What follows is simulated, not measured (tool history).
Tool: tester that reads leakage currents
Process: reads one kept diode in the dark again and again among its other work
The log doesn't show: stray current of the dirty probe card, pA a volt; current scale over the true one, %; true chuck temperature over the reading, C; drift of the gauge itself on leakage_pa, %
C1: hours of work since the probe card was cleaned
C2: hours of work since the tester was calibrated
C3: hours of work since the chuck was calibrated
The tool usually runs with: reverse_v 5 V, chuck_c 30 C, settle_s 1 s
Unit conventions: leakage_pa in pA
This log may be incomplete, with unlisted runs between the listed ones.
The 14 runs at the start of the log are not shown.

Run 15, hour 1409.8: usual settings but settle_s 4.45 s; C1 1218; C2 297; C3 87. Result: leakage_pa 286.82 pA.
At hour 1469.2: tester calibrated, once more.
Run 16, hour 1487.5: usual settings but settle_s 6.61 s; C1 1272; C2 13; C3 141. Result: leakage_pa 283.99 pA.
Run 17, hour 1619.5: usual settings; C1 1366; C2 108; C3 236. Result: leakage_pa 281.9 pA.
Run 18, hour 1698.9: usual settings; C1 1423; C2 165; C3 293. Result: leakage_pa 280.27 pA.
Run 19, hour 1808.6: usual settings but chuck_c 22 C; C1 1502; C2 243; C3 371. Result: leakage_pa 144.25 pA.
Run 20, hour 1943.6: usual settings but chuck_c 22 C; C1 1599; C2 340; C3 468. Result: leakage_pa 142.85 pA.
Run 21, hour 2020.4: usual settings but reverse_v 1.7 V, chuck_c 21 C; C1 1654; C2 395; C3 523. Result: leakage_pa 80.18 pA.
Run 22, hour 2123.4: usual settings but reverse_v 4.14 V, chuck_c 21 C; C1 1728; C2 469; C3 597. Result: leakage_pa 119.25 pA.
At hour 2148.4: probe card cleaned and baked.
Run 23, hour 2253.2: usual settings but reverse_v 4.14 V, chuck_c 21 C; C1 75; C2 560; C3 688. Result: leakage_pa 113.79 pA.
Run 24, hour 2379.4: usual settings but reverse_v 6.99 V, chuck_c 24 C, settle_s 0.43 s; C1 166; C2 650; C3 778. Result: leakage_pa 187.69 pA.
Run 25, hour 2436.1: usual settings but chuck_c 48 C, settle_s 7.27 s; C1 206; C2 691; C3 819. Result: leakage_pa 1040.3 pA.
Run 26, hour 2556.5: usual settings but reverse_v 1.76 V, settle_s 2.51 s; C1 293; C2 777; C3 905. Result: leakage_pa 161.92 pA.
Run 27, hour 2623.1: usual settings but reverse_v 2.79 V, chuck_c 45 C, settle_s 0.6 s; C1 340; C2 825; C3 953. Result: leakage_pa 637.38 pA.
Run 28, hour 2705.5: usual settings but reverse_v 3.8 V, chuck_c 38 C, settle_s 0.6 s; C1 399; C2 884; C3 1012. Result: leakage_pa 431.41 pA.
Run 29, hour 2780.8: usual settings but reverse_v 6.33 V, chuck_c 38 C, settle_s 0.6 s; C1 453; C2 938; C3 1066. Result: leakage_pa 534.78 pA.
Run 30, hour 2880.9: usual settings but reverse_v 6.33 V, chuck_c 38 C, settle_s 0.6 s; C1 525; C2 1010; C3 1138. Result: leakage_pa 530.04 pA.
Run 31, hour 2977.7: usual settings but reverse_v 6.33 V, chuck_c 38 C, settle_s 0.6 s; C1 595; C2 1079; C3 1207. Result: leakage_pa 525.37 pA.
Run 32, hour 3053.7: usual settings but reverse_v 2.33 V, settle_s 5.99 s; C1 649; C2 1134; C3 1262. Result: leakage_pa 175 pA.
Run 33, hour 3189: usual settings but reverse_v 2.33 V, settle_s 5.99 s; C1 746; C2 1231; C3 1359. Result: leakage_pa 174.5 pA.
Run 34, hour 3279.7: usual settings but reverse_v 2.33 V, settle_s 5.99 s; C1 811; C2 1296; C3 1424. Result: leakage_pa 173.36 pA.
Run 35, hour 3404.5: usual settings but reverse_v 2.33 V, settle_s 5.99 s; C1 900; C2 1385; C3 1513. Result: leakage_pa 171.42 pA.
Run 36, hour 3512.7: usual settings but reverse_v 2.33 V, settle_s 5.99 s; C1 978; C2 1463; C3 1591. Result: leakage_pa 171.03 pA.
At hour 3543.1: chuck's temperature calibrated.
Run 37, hour 3571.7: usual settings but reverse_v 2.33 V, settle_s 5.99 s; C1 1019; C2 1504; C3 20. Result: leakage_pa 206.46 pA.
Run 38, hour 3681.1: usual settings but reverse_v 2.33 V, chuck_c 43 C, settle_s 7.7 s; C1 1097; C2 1582; C3 99. Result: leakage_pa 556.87 pA.

3 options for the next run, each taken on its own from the tool as it stands now. Forecast them:
Run A, hour 3796.6: usual settings but reverse_v 13.35 V, chuck_c 57 C, settle_s 5.21 s; C1 1180; C2 1665; C3 182. Result: leakage_pa ?.
Run B, hour 3796.6: usual settings but reverse_v 1.3 V; C1 1180; C2 1665; C3 182. Result: leakage_pa ?.
Run C, hour 3796.6: usual settings but reverse_v 2.33 V, chuck_c 49 C, settle_s 7.7 s; C1 1180; C2 1665; C3 182. Result: leakage_pa ?.

run  leakage_pa
  A     3262.07
  B      156.52
  C      864.35
Without the tool's hidden state the same runs would have given:
run  leakage_pa
  A     3331.04
  B      160.05
  C      884.64
